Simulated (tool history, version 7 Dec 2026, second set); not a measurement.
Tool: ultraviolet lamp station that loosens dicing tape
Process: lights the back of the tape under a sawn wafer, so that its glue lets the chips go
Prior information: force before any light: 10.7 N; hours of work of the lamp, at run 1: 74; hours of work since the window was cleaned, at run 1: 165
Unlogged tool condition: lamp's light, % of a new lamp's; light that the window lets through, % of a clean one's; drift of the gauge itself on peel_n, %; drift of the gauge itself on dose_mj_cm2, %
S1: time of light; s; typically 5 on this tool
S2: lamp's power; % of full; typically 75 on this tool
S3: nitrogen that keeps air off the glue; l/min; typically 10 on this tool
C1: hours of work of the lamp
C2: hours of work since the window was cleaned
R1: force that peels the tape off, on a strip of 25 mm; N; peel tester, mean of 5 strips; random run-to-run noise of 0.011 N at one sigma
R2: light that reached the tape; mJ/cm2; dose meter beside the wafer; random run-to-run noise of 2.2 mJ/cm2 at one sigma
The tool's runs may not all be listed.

run,day,S1,S2,S3,C1,C2,R1,R2
1,0,5,75,10,74,165,0.525,181
2,0.846,5,75,10,85,176,0.519,183
3,1.538,5,75,10,93,184,0.55,181
4,2.108,5,75,10,101,192,0.534,182
5,2.692,5,75,10,108,199,0.534,182
6,3.246,5,75,10,115,206,0.547,182
7,3.758,5,75,10,122,213,0.528,178
8,4.25,5,75,10,128,219,0.549,179
9,4.971,5,77,10,137,228,0.504,183
10,5.504,5,75,11,144,235,0.511,181
11,6.121,5,75,11,151,243,0.514,182
12,6.538,5,75,11,157,248,0.513,175
13,7.067,5,75,11,163,255,0.53,179
14,7.504,3,79,15,169,260,1.029,113
15,8.1,5,75,6,177,268,0.844,177
16,8.717,5,64,11,184,275,0.707,151
17,9.142,5,64,11,190,281,0.759,150
18,9.662,5,64,11,196,287,0.742,153
19,10.254,5,64,11,204,295,0.737,148
20,11.112,5,64,11,215,306,0.76,152
21,11.904,5,64,11,225,316,0.734,148
22,12.712,3,75,10,235,326,1.585,104
23,13.475,5,61,7,245,336,1.2,141
24,14.208,5,67,17,254,345,0.483,154

Measured less the same run without the tool's hidden state. The same run-to-run variation is in both; the gauge's scatter may not be:
run,R1,R2
1,+0.044,-8
2,+0.047,-9
3,+0.052,-9
4,+0.054,-9
5,+0.055,-10
6,+0.059,-10
7,+0.059,-10
8,+0.063,-10
9,+0.06,-12
10,+0.063,-12
11,+0.063,-12
12,+0.065,-13
13,+0.07,-13
14,+0.14,-8
15,+0.123,-13
16,+0.106,-12
17,+0.116,-12
18,+0.117,-13
19,+0.119,-13
20,+0.124,-14
21,+0.127,-14
22,+0.244,-10
23,+0.209,-14
24,+0.087,-16
